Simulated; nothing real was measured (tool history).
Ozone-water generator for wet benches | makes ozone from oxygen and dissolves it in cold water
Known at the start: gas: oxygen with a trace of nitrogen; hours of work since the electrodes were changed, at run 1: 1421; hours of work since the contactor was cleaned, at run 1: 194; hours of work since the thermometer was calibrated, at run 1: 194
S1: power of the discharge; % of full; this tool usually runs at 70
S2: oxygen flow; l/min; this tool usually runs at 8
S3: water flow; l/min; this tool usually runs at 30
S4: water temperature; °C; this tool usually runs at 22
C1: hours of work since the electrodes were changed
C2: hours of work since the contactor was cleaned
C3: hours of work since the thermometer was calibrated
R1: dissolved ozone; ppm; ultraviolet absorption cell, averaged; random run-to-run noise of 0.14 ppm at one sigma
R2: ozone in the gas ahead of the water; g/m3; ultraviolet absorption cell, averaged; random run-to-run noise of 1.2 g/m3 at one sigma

run 1 hour=0 | S1=70 S2=8 S3=30 S4=22 | C1=1421 C2=194 C3=194 | R1=16.1 R2=217.1
run 2 hour=40.2 | S1=70 S2=8 S3=48 S4=22 | C1=1461 C2=234 C3=234 | R1=10.8 R2=216.6
run 3 hour=90 | S1=70 S2=8 S3=48 S4=22 | C1=1510 C2=284 C3=284 | R1=10.6 R2=217
run 4 hour=131.5 | S1=70 S2=8 S3=48 S4=22 | C1=1552 C2=325 C3=325 | R1=10.6 R2=215
run 5 hour=159.7 | S1=70 S2=8 S3=30 S4=22 | C1=1580 C2=353 C3=353 | R1=16.1 R2=217.5
run 6 hour=190.7 | S1=70 S2=8 S3=30 S4=22 | C1=1611 C2=384 C3=384 | R1=16.1 R2=214.8
run 7 hour=228.5 | S1=70 S2=8 S3=30 S4=22 | C1=1649 C2=422 C3=422 | R1=16.4 R2=215.4
run 8 hour=253.5 | S1=70 S2=8 S3=30 S4=22 | C1=1674 C2=447 C3=447 | R1=16.2 R2=217.1
run 9 hour=281.2 | S1=70 S2=8 S3=30 S4=22 | C1=1701 C2=474 C3=474 | R1=16.1 R2=215.1
run 10 hour=330.1 | S1=70 S2=8 S3=30 S4=22 | C1=1750 C2=523 C3=523 | R1=16.3 R2=216.1
run 11 hour=380 | S1=70 S2=8 S3=30 S4=22 | C1=1800 C2=573 C3=573 | R1=16.1 R2=217.9
run 12 hour=416.9 | S1=70 S2=8 S3=30 S4=22 | C1=1837 C2=610 C3=610 | R1=16.1 R2=213.3
run 13 hour=448.3 | S1=70 S2=4.6 S3=30 S4=22 | C1=1868 C2=641 C3=641 | R1=17.1 R2=313.3
run 14 hour=492.4 | S1=70 S2=8 S3=30 S4=22 | C1=1912 C2=685 C3=685 | R1=15.9 R2=215.4
run 15 hour=524.2 | S1=70 S2=8 S3=30 S4=22 | C1=1944 C2=717 C3=717 | R1=16.3 R2=213.8
run 16 hour=551.1 | S1=70 S2=8 S3=30 S4=22 | C1=1971 C2=744 C3=744 | R1=16.2 R2=215.5
run 17 hour=597.6 | S1=70 S2=8 S3=30 S4=25 | C1=2017 C2=790 C3=790 | R1=15.2 R2=213.4
run 18 hour=650.9 | S1=70 S2=5.85 S3=44 S4=22 | C1=2070 C2=843 C3=843 | R1=11.5 R2=268.8
run 19 hour=704.8 | S1=98 S2=5.85 S3=44 S4=24 | C1=2124 C2=897 C3=897 | R1=14.3 R2=336.1
run 20 hour=734.4 | S1=60 S2=9.39 S3=41 S4=26 | C1=2154 C2=927 C3=927 | R1=10 R2=170.6
run 21 hour=779.1 | S1=99 S2=12.5 S3=32 S4=22 | C1=2198 C2=971 C3=971 | R1=17.6 R2=201
-- hour=788.1 contactor cleaned
run 22 hour=826.7 | S1=70 S2=12.5 S3=32 S4=22 | C1=2242 C2=39 C3=1015 | R1=13.8 R2=158
run 23 hour=875.9 | S1=51 S2=12.5 S3=42 S4=22 | C1=2291 C2=88 C3=1064 | R1=8.7 R2=124.3
run 24 hour=922.5 | S1=66 S2=8 S3=30 S4=22 | C1=2337 C2=134 C3=1110 | R1=15.2 R2=205.3
-- hour=930.3 contactor cleaned, once more
run 25 hour=948.5 | S1=66 S2=8 S3=30 S4=22 | C1=2359 C2=18 C3=1132 | R1=15.8 R2=203.6
run 26 hour=1001.7 | S1=66 S2=8 S3=30 S4=22 | C1=2412 C2=71 C3=1185 | R1=15.5 R2=203.7
run 27 hour=1040.5 | S1=55 S2=4.11 S3=30 S4=30 | C1=2451 C2=110 C3=1224 | R1=13.1 R2=280.5
run 28 hour=1091.2 | S1=40 S2=5.14 S3=18 S4=22 | C1=2502 C2=161 C3=1275 | R1=17.3 R2=191.6
run 29 hour=1135 | S1=70 S2=5.81 S3=30 S4=22 | C1=2545 C2=204 C3=1318 | R1=16.7 R2=266
run 30 hour=1179.8 | S1=62 S2=6.47 S3=41 S4=24 | C1=2590 C2=249 C3=1363 | R1=11.3 R2=225.9
run 31 hour=1202.9 | S1=77 S2=8 S3=30 S4=22 | C1=2613 C2=272 C3=1386 | R1=17.4 R2=228.2
run 32 hour=1239.9 | S1=77 S2=8 S3=28 S4=20 | C1=2650 C2=309 C3=1423 | R1=18.6 R2=225.4
run 33 hour=1292.3 | S1=77 S2=8 S3=28 S4=20 | C1=2702 C2=361 C3=1475 | R1=19 R2=227.6

Predict each of these 4 candidate next runs independently; none follows another, all start after run 33:
run A hour=1321.8 | S1=77 S2=8 S3=18 S4=17 | C1=2732 C2=391 C3=1505 | R1=? R2=?
run B hour=1321.8 | S1=85 S2=8 S3=30 S4=22 | C1=2732 C2=391 C3=1505 | R1=? R2=?
run C hour=1321.8 | S1=73 S2=8 S3=31 S4=14 | C1=2732 C2=391 C3=1505 | R1=? R2=?
run D hour=1321.8 | S1=70 S2=8.65 S3=41 S4=16 | C1=2732 C2=391 C3=1505 | R1=? R2=?

run=A R1=27.5 R2=226.5
run=B R1=18.2 R2=244.3
run=C R1=17.9 R2=219.7
run=D R1=13.1 R2=199.8
With no hidden state in the tool, these same runs would have given:
run=A R1=29.1 R2=237.6
run=B R1=19.3 R2=257
run=C R1=18.9 R2=230
run=D R1=13.9 R2=208.9
